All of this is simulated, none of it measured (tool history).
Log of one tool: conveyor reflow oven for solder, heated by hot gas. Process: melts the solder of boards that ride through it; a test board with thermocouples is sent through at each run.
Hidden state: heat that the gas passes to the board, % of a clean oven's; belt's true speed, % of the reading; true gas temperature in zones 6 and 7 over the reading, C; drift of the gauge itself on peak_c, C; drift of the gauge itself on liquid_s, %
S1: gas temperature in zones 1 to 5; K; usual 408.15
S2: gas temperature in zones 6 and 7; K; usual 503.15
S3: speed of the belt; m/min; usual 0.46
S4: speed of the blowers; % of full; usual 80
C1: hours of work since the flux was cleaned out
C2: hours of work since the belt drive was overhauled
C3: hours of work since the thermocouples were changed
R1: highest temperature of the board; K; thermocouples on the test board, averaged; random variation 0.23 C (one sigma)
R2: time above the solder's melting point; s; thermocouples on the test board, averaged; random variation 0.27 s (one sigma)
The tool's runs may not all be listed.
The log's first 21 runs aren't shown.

run     day      S1      S2     S3  S4   C1   C2   C3      R1    R2
 22  15.512  408.15  497.15   0.46  80  415   65  699  479.95  56.6
 23  16.438  408.15  497.15   0.46  80  430   81  715  480.15  56.3
 24  17.121  411.15  502.15  0.486  83  442   92  726  483.75    58
 25  18.046  408.15  503.15   0.45  80  458  108  742  485.95  64.3
 26  18.788  408.15  503.15   0.45  84  471  121  755  486.45  65.3
 27  19.671  401.15  501.15   0.45  84  486  136  770  483.45  59.7
     20.338  -- flux residue cleaned out of gas plates and filters
 28  20.583  408.15  516.15   0.46  80    4  148  782  497.85  74.1
 29  21.221  408.15  515.15  0.487  73   15  159  793  493.45    66
 30  22.012  408.15  513.15   0.46  62   29  173  807  490.05  66.3
 31  22.962  416.15  505.15  0.455  66   45  189  823  486.65  67.1

4 ways to go on from here, each from the tool as it stands after run 31. What would each give?
  A  23.642  408.15  503.15  0.505  58  57  201  835   ?   ?
  B  23.642  402.15  507.15  0.467  66  57  201  835   ?   ?
  C  23.642  415.15  505.15  0.383  66  57  201  835   ?   ?
  D  23.642  416.15  505.15  0.455  56  57  201  835   ?   ?

run      R1    R2
  A  477.05  43.8
  B  484.65  57.3
  C  491.15    87
  D  483.25  63.2
Without the tool's hidden state the same runs would have given:
run      R1    R2
  A  478.55  45.6
  B  486.25  58.8
  C  492.75  88.1
  D  484.75  64.7

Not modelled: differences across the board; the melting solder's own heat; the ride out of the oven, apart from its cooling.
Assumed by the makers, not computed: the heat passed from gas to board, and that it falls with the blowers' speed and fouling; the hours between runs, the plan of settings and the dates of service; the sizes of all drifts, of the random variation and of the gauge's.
